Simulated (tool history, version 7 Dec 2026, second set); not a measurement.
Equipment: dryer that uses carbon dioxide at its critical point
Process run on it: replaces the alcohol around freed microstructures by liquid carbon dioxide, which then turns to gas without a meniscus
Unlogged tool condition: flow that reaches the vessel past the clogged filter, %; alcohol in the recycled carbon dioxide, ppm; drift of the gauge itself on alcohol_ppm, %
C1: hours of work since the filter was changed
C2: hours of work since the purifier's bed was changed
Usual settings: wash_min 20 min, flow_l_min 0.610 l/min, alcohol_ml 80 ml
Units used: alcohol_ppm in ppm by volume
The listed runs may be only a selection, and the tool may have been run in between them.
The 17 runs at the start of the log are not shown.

Run 18, hour 455.0: usual settings but flow_l_min 1.034 l/min; C1 19; C2 245. Result: alcohol_ppm 35 ppm by volume.
Run 19, hour 484.6: usual settings; C1 30; C2 256. Result: alcohol_ppm 440 ppm by volume.
Run 20, hour 517.7: usual settings; C1 42; C2 268. Result: alcohol_ppm 482 ppm by volume.
Run 21, hour 533.8: usual settings but wash_min 18 min; C1 48; C2 274. Result: alcohol_ppm 738 ppm by volume.
Run 22, hour 554.4: usual settings but wash_min 18 min; C1 56; C2 282. Result: alcohol_ppm 768 ppm by volume.
Run 23, hour 572.3: usual settings but wash_min 18 min, flow_l_min 0.828 l/min, alcohol_ml 35 ml; C1 63; C2 289. Result: alcohol_ppm 98 ppm by volume.
Run 24, hour 600.0: usual settings but wash_min 23 min, flow_l_min 0.766 l/min, alcohol_ml 63 ml; C1 73; C2 299. Result: alcohol_ppm 86 ppm by volume.
Run 25, hour 617.7: usual settings but wash_min 16 min; C1 79; C2 305. Result: alcohol_ppm 1262 ppm by volume.
Run 26, hour 645.2: usual settings but flow_l_min 0.447 l/min, alcohol_ml 51 ml; C1 90; C2 316. Result: alcohol_ppm 1117 ppm by volume.
Run 27, hour 677.9: usual settings but flow_l_min 0.387 l/min, alcohol_ml 25 ml; C1 102; C2 328. Result: alcohol_ppm 870 ppm by volume.
Run 28, hour 700.6: usual settings but wash_min 23 min, flow_l_min 0.514 l/min, alcohol_ml 43 ml; C1 110; C2 336. Result: alcohol_ppm 387 ppm by volume.
Run 29, hour 722.9: usual settings but wash_min 23 min, flow_l_min 0.514 l/min, alcohol_ml 43 ml; C1 119; C2 345. Result: alcohol_ppm 402 ppm by volume.
Run 30, hour 746.5: usual settings but wash_min 23 min, flow_l_min 0.514 l/min, alcohol_ml 43 ml; C1 128; C2 353. Result: alcohol_ppm 422 ppm by volume.
Run 31, hour 768.5: usual settings but flow_l_min 0.582 l/min, alcohol_ml 78 ml; C1 136; C2 362. Result: alcohol_ppm 834 ppm by volume.
Run 32, hour 800.5: usual settings but flow_l_min 0.534 l/min, alcohol_ml 100 ml; C1 148; C2 374. Result: alcohol_ppm 1460 ppm by volume.
Run 33, hour 835.4: usual settings but flow_l_min 0.872 l/min, alcohol_ml 93 ml; C1 161; C2 387. Result: alcohol_ppm 193 ppm by volume.
Run 34, hour 870.2: usual settings but wash_min 18 min, flow_l_min 0.569 l/min, alcohol_ml 53 ml; C1 174; C2 400. Result: alcohol_ppm 984 ppm by volume.
Run 35, hour 888.6: usual settings but wash_min 27 min, flow_l_min 0.569 l/min, alcohol_ml 40 ml; C1 180; C2 406. Result: alcohol_ppm 172 ppm by volume.
At hour 896.1: inlet filter changed.
Run 36, hour 923.3: usual settings but wash_min 27 min, flow_l_min 0.569 l/min, alcohol_ml 40 ml; C1 10; C2 419. Result: alcohol_ppm 96 ppm by volume.
Run 37, hour 952.8: usual settings but wash_min 25 min, flow_l_min 0.807 l/min, alcohol_ml 117 ml; C1 21; C2 430. Result: alcohol_ppm 71 ppm by volume.
Run 38, hour 990.1: usual settings but wash_min 29 min, flow_l_min 0.950 l/min, alcohol_ml 84 ml; C1 35; C2 444. Result: alcohol_ppm 28 ppm by volume.
Run 39, hour 1009.5: usual settings but wash_min 21 min, flow_l_min 0.535 l/min, alcohol_ml 30 ml; C1 42; C2 451. Result: alcohol_ppm 269 ppm by volume.
Run 40, hour 1038.3: usual settings but wash_min 23 min; C1 53; C2 462. Result: alcohol_ppm 268 ppm by volume.
Run 41, hour 1067.2: usual settings but wash_min 22 min, flow_l_min 0.896 l/min, alcohol_ml 49 ml; C1 64; C2 473. Result: alcohol_ppm 55 ppm by volume.

Forecast each of these 3 alternatives for the next run:
Run A, hour 1093.1: usual settings but flow_l_min 0.568 l/min; C1 73; C2 482. Result: alcohol_ppm ?.
Run B, hour 1093.1: usual settings but wash_min 21 min, alcohol_ml 32 ml; C1 73; C2 482. Result: alcohol_ppm ?.
Run C, hour 1093.1: usual settings but wash_min 22 min, flow_l_min 0.896 l/min, alcohol_ml 29 ml; C1 73; C2 482. Result: alcohol_ppm ?.

run  alcohol_ppm
  A          726
  B          207
  C           44
Had the tool no hidden state, the same runs would have come out as:
run  alcohol_ppm
  A          514
  B          128
  C            7

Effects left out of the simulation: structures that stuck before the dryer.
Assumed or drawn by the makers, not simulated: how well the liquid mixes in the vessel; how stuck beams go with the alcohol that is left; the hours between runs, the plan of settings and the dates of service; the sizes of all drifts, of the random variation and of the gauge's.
